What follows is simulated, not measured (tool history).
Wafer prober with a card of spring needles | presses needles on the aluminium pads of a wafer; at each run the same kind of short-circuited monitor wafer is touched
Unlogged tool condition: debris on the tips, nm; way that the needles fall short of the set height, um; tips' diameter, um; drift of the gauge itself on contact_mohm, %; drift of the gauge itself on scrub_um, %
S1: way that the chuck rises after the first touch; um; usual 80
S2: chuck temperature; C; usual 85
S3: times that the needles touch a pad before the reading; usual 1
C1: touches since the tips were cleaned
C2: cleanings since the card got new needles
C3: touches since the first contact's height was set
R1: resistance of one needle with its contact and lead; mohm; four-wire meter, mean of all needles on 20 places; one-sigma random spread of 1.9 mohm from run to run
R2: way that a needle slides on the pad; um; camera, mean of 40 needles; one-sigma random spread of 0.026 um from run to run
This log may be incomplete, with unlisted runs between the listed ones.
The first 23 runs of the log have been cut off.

{"hour": 321.4, "done": "tips cleaned on abrasive film"}
{"run": 24, "hour": 331.5, "S1": 64, "S2": 36, "S3": 1, "C1": 2267, "C2": 11, "C3": 101216, "R1": 191, "R2": 12.55}
{"run": 25, "hour": 343.1, "S1": 64, "S2": 36, "S3": 1, "C1": 4866, "C2": 11, "C3": 103815, "R1": 194, "R2": 12.53}
{"run": 26, "hour": 359.3, "S1": 64, "S2": 85, "S3": 1, "C1": 8493, "C2": 11, "C3": 107442, "R1": 203, "R2": 12.54}
{"hour": 360.4, "done": "tips cleaned on abrasive film"}
{"run": 27, "hour": 373.8, "S1": 86, "S2": 40, "S3": 1, "C1": 2983, "C2": 12, "C3": 110645, "R1": 187, "R2": 16.86}
{"run": 28, "hour": 382.3, "S1": 75, "S2": 40, "S3": 1, "C1": 4901, "C2": 12, "C3": 112563, "R1": 189, "R2": 14.67}
{"run": 29, "hour": 392.8, "S1": 78, "S2": 46, "S3": 2, "C1": 7240, "C2": 12, "C3": 114902, "R1": 193, "R2": 15.29}
{"hour": 400.1, "done": "tips cleaned on abrasive film"}
{"run": 30, "hour": 406.7, "S1": 78, "S2": 46, "S3": 2, "C1": 1467, "C2": 13, "C3": 117992, "R1": 190, "R2": 15.29}
{"run": 31, "hour": 417.2, "S1": 65, "S2": 85, "S3": 1, "C1": 3809, "C2": 13, "C3": 120334, "R1": 201, "R2": 12.73}
{"run": 32, "hour": 433.8, "S1": 80, "S2": 85, "S3": 2, "C1": 7525, "C2": 13, "C3": 124050, "R1": 199, "R2": 15.67}
{"hour": 440.4, "done": "tips cleaned on abrasive film"}
{"run": 33, "hour": 442.6, "S1": 80, "S2": 85, "S3": 2, "C1": 493, "C2": 14, "C3": 126012, "R1": 203, "R2": 15.71}

Alternative continuations, all from the tool just after run 33; predict every row:
{"run": "A", "hour": 462.3, "S1": 69, "S2": 33, "S3": 2, "C1": 4898, "C2": 14, "C3": 130417, "R1": "?", "R2": "?"}
{"run": "B", "hour": 462.3, "S1": 80, "S2": 117, "S3": 2, "C1": 4898, "C2": 14, "C3": 130417, "R1": "?", "R2": "?"}
{"run": "C", "hour": 462.3, "S1": 76, "S2": 87, "S3": 1, "C1": 4898, "C2": 14, "C3": 130417, "R1": "?", "R2": "?"}

run=A R1=187 R2=13.53
run=B R1=205 R2=15.66
run=C R1=198 R2=14.87
Had the tool no hidden state, the same runs would have come out as:
run=A R1=187 R2=13.53
run=B R1=205 R2=15.66
run=C R1=198 R2=14.87
